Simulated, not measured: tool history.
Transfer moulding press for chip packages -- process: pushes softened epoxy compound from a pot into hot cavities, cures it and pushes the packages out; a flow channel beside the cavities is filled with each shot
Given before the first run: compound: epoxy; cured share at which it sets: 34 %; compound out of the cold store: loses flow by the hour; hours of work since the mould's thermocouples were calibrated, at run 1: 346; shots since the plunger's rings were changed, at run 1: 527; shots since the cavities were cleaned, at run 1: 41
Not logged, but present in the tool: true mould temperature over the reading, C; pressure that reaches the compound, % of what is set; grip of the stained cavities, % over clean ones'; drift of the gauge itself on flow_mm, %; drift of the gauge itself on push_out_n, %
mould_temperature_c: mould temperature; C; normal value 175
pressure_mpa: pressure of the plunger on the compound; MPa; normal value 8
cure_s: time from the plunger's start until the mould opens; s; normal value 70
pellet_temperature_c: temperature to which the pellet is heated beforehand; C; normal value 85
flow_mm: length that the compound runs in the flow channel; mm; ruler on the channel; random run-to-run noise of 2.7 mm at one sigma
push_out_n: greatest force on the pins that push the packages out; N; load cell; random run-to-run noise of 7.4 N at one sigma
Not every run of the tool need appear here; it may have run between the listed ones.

| run | hour | mould_temperature_c | pressure_mpa | cure_s | pellet_temperature_c | hours of work since the mould's thermocouples were calibrated | shots since the plunger's rings were changed | shots since the cavities were cleaned | incoming compound's hours out of the cold store | flow_mm | push_out_n |
|---|---|---|---|---|---|---|---|---|---|---|---|
| 1 | 0 | 175 | 8 | 70 | 85 | 346 | 527 | 41 | 38.6 | 612 | 349 |
| 2 | 36.7 | 175 | 8 | 70 | 80 | 369 | 1040 | 554 | 28.4 | 629 | 435 |
|  | 70.4 | cavities cleaned with cleaning compound and waxed |
| 3 | 74.1 | 175 | 8 | 70 | 80 | 391 | 1540 | 52 | 42.7 | 598 | 327 |
|  | 143.7 | cavities cleaned with cleaning compound and waxed |
| 4 | 147.4 | 175 | 8 | 70 | 80 | 435 | 2541 | 50 | 34.7 | 602 | 342 |
|  | 208.5 | plunger's sealing rings changed |
|  | 220.1 | cavities cleaned with cleaning compound and waxed |
| 5 | 226.7 | 175 | 8 | 70 | 80 | 482 | 232 | 92 | 27.8 | 641 | 357 |
|  | 294.8 | cavities cleaned with cleaning compound and waxed |
| 6 | 306.2 | 175 | 8 | 70 | 80 | 530 | 1321 | 159 | 37.8 | 611 | 375 |
| 7 | 354.7 | 175 | 8.86 | 70 | 85 | 560 | 1997 | 835 | 38.4 | 636 | 465 |
|  | 366.2 | cavities cleaned with cleaning compound and waxed |
| 8 | 433.5 | 175 | 8.86 | 74 | 85 | 607 | 3077 | 940 | 45.6 | 607 | 425 |
|  | 442.2 | cavities cleaned with cleaning compound and waxed |
|  | 461.5 | plunger's sealing rings changed |
| 9 | 501.5 | 175 | 8.86 | 74 | 85 | 647 | 557 | 792 | 18.1 | 686 | 453 |
|  | 521.6 | cavities cleaned with cleaning compound and waxed |
| 10 | 539.2 | 175 | 8.86 | 74 | 85 | 669 | 1062 | 245 | 47 | 629 | 363 |
|  | 593.5 | cavities cleaned with cleaning compound and waxed |
| 11 | 617.9 | 175 | 8 | 70 | 85 | 717 | 2139 | 341 | 28.4 | 621 | 422 |
| 12 | 662 | 175 | 8 | 70 | 85 | 744 | 2754 | 956 | 20.1 | 634 | 491 |
|  | 667.7 | cavities cleaned with cleaning compound and waxed |
|  | 679.8 | mould's thermocouples calibrated |
|  | 715.3 | plunger's sealing rings changed |
|  | 747.7 | cavities cleaned with cleaning compound and waxed |
| 13 | 751.7 | 175 | 8 | 70 | 85 | 42 | 486 | 55 | 30.1 | 630 | 340 |
| 14 | 788 | 175 | 8.62 | 70 | 80 | 64 | 993 | 562 | 23.5 | 661 | 430 |
|  | 818.9 | cavities cleaned with cleaning compound and waxed |
| 15 | 860.4 | 175 | 8.62 | 70 | 80 | 108 | 1982 | 578 | 11.6 | 671 | 445 |
|  | 895.9 | cavities cleaned with cleaning compound and waxed |
| 16 | 943.9 | 173 | 9.2 | 71 | 93 | 159 | 3127 | 670 | 14.5 | 689 | 505 |
|  | 964.7 | plunger's sealing rings changed |
|  | 973.3 | cavities cleaned with cleaning compound and waxed |
| 17 | 1029.7 | 180 | 9.73 | 75 | 93 | 209 | 885 | 786 | 17.2 | 700 | 354 |
|  | 1050 | cavities cleaned with cleaning compound and waxed |
| 18 | 1064.8 | 180 | 9.73 | 75 | 93 | 230 | 1355 | 206 | 30.6 | 666 | 303 |
| 19 | 1100.4 | 180 | 6.45 | 52 | 93 | 252 | 1851 | 702 | 37.4 | 529 | 520 |
|  | 1122.1 | cavities cleaned with cleaning compound and waxed |
| 20 | 1159.3 | 168 | 8 | 57 | 78 | 287 | 2653 | 520 | 39.4 | 617 | 1106 |
|  | 1197.9 | cavities cleaned with cleaning compound and waxed |
| 21 | 1207.4 | 175 | 8 | 70 | 88 | 316 | 3302 | 133 | 26.8 | 612 | 353 |
|  | 1213.7 | plunger's sealing rings changed |
| 22 | 1265.1 | 178 | 7.97 | 64 | 83 | 350 | 717 | 903 | 26.9 | 627 | 462 |
|  | 1276 | cavities cleaned with cleaning compound and waxed |
| 23 | 1304.2 | 169 | 9.4 | 70 | 85 | 373 | 1242 | 393 | 41.5 | 677 | 649 |
|  | 1350.4 | cavities cleaned with cleaning compound and waxed |
| 24 | 1380.6 | 181 | 7.99 | 70 | 85 | 420 | 2287 | 421 | 26.7 | 597 | 333 |
|  | 1423.9 | cavities cleaned with cleaning compound and waxed |
| 25 | 1440.8 | 169 | 7.45 | 93 | 85 | 456 | 3106 | 236 | 41.7 | 580 | 351 |
|  | 1461.3 | plunger's sealing rings changed |
| 26 | 1485.1 | 169 | 7.45 | 93 | 85 | 482 | 332 | 819 | 40.1 | 617 | 438 |

Alternative continuations, all from the tool just after run 26; predict every row:
|  | 1501.3 | cavities cleaned with cleaning compound and waxed |
| A | 1548.6 | 172 | 7.45 | 72 | 85 | 520 | 1197 | 659 | 13.5 | ? | ? |
|  | 1501.3 | cavities cleaned with cleaning compound and waxed |
| B | 1548.6 | 169 | 8.24 | 93 | 94 | 520 | 1197 | 659 | 26.6 | ? | ? |
|  | 1501.3 | cavities cleaned with cleaning compound and waxed |
| C | 1548.6 | 167 | 7.01 | 70 | 82 | 520 | 1197 | 659 | 15.6 | ? | ? |
|  | 1501.3 | cavities cleaned with cleaning compound and waxed |
| D | 1548.6 | 182 | 8.22 | 70 | 85 | 520 | 1197 | 659 | 41.6 | ? | ? |

| run | flow_mm | push_out_n |
|---|---|---|
| A | 652 | 570 |
| B | 664 | 429 |
| C | 650 | 919 |
| D | 587 | 365 |
Without the tool's hidden state the same runs would have given:
| run | flow_mm | push_out_n |
|---|---|---|
| A | 660 | 372 |
| B | 673 | 292 |
| C | 658 | 590 |
| D | 596 | 259 |

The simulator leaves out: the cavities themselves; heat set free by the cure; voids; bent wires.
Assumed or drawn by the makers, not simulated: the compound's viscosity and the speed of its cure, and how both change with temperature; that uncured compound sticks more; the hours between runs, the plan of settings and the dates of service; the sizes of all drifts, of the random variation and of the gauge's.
